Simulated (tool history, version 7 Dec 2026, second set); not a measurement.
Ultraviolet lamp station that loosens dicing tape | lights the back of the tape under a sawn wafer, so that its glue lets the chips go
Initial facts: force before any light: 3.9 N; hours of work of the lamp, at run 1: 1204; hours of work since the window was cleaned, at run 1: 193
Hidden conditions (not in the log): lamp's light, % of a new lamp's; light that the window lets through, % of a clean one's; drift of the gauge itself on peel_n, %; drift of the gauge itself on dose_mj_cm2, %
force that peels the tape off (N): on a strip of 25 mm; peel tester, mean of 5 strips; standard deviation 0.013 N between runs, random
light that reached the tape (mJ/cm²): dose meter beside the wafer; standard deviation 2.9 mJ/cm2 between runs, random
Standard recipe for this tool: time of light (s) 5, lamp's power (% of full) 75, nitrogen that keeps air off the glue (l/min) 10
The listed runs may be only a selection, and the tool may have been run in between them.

run    hour  time of light (s)  lamp's power (% of full)  nitrogen that keeps air off the glue (l/min)  hours of work of the lamp  hours of work since the window was cleaned  force that peels the tape off (N)  light that reached the tape (mJ/cm²)
  1     0.0                  5                        75                                            10                       1204                                         193                              0.843                                   326
  2    52.4                  5                        75                                            10                       1233                                         222                              0.826                                   325
  3   102.9                  5                        97                                            10                       1261                                         250                              0.567                                   418
  4   126.6                  5                        97                                            10                       1274                                         263                              0.588                                   418
  5   152.2                  5                        75                                            10                       1289                                         278                              0.852                                   321
  6   194.9                  5                        75                                            10                       1312                                         301                              0.859                                   320
  7   236.7                  5                        75                                            10                       1335                                         324                              0.856                                   314
  8   269.4                  5                        75                                            10                       1354                                         343                              0.873                                   311
  9   320.7                  5                        75                                            10                       1382                                         371                              0.873                                   316
 10   362.8                  5                        75                                            10                       1405                                         394                              0.890                                   305
 11   392.9                  5                        75                                            10                       1422                                         411                              0.914                                   310
 12   440.3                  5                        75                                            10                       1448                                         437                              0.904                                   306
 13   496.2                  5                        75                                            10                       1479                                         468                              0.913                                   302
 14   531.1                  5                        75                                            10                       1499                                         488                              0.952                                   299
      537.1  -- window cleaned of glue's vapour
 15   559.7                  5                        75                                             9                       1514                                          13                              0.999                                   291
 16   616.0                  5                        71                                             9                       1546                                          44                              1.097                                   274
      646.8  -- lamp changed
 17   649.2                  5                        71                                             9                          1                                          62                              0.748                                   374
 18   702.3                  5                        71                                             9                         31                                          91                              0.760                                   369
 19   739.8                  5                        71                                             9                         52                                         112                              0.761                                   364
 20   771.8                  5                        71                                             9                         69                                         130                              0.786                                   365
 21   823.5                  5                        71                                             9                         98                                         158                              0.737                                   360
      851.0  -- window cleaned of glue's vapour, once more
 22   866.6                  2                        97                                             5                        122                                           9                              1.775                                   217
 23   919.2                  2                        97                                             5                        151                                          38                              1.808                                   214
 24   975.3                  2                        97                                             5                        182                                          69                              1.843                                   209
 25  1008.6                  3                        99                                             5                        200                                          87                              1.248                                   316
 26  1037.3                  4                        99                                             5                        216                                         103                              0.926                                   422
 27  1074.4                  4                        99                                             5                        237                                         124                              0.877                                   423
 28  1109.5                  2                        87                                             5                        256                                         143                              1.967                                   180
 29  1163.1                  7                        75                                            10                        286                                         173                              0.377                                   549
 30  1193.7                  7                        75                                            11                        303                                         190                              0.357                                   546
 31  1241.7                 10                        67                                             7                        330                                         217                              0.341                                   696
 32  1274.5                  5                        75                                            10                        348                                         235                              0.649                                   390
 33  1306.3                  5                        75                                            11                        366                                         253                              0.639                                   390
 34  1359.8                  5                        75                                            11                        395                                         282                              0.632                                   380
 35  1396.4                  5                        99                                             6                        415                                         302                              0.615                                   503
 36  1427.6                  4                        77                                             5                        433                                         320                              1.251                                   312
 37  1455.2                  3                        96                                             6                        448                                         335                              1.273                                   289
 38  1479.0                  3                        72                                             9                        461                                         348                              1.447                                   215
 39  1515.1                  3                        72                                             9                        481                                         368                              1.457                                   220
 40  1548.8                  3                        72                                             9                        500                                         387                              1.516                                   215
 41  1589.0                  4                        73                                            20                        522                                         409                              0.719                                   283
 42  1641.0                  4                        73                                            20                        551                                         438                              0.713                                   284

Predict each of these 5 candidate next runs independently; none follows another, all start after run 42:
  A  1699.1                  5                        75                                             4                        583                                         470                                  ?                                     ?
  B  1699.1                  4                        73                                            17                        583                                         470                                  ?                                     ?
  C  1699.1                  3                        73                                            20                        583                                         470                                  ?                                     ?
  D  1699.1                  8                        89                                            20                        583                                         470                                  ?                                     ?
  E  1699.1                  8                        80                                            15                        583                                         470                                  ?                                     ?

run  force that peels the tape off (N)  light that reached the tape (mJ/cm²)
  A                              1.198                                   361
  B                              0.784                                   279
  C                              1.051                                   210
  D                              0.220                                   687
  E                              0.260                                   616
Without the tool's unlogged condition, the same runs would have read:
run  force that peels the tape off (N)  light that reached the tape (mJ/cm²)
  A                              1.005                                   420
  B                              0.628                                   324
  C                              0.868                                   244
  D                              0.202                                   799
  E                              0.225                                   716
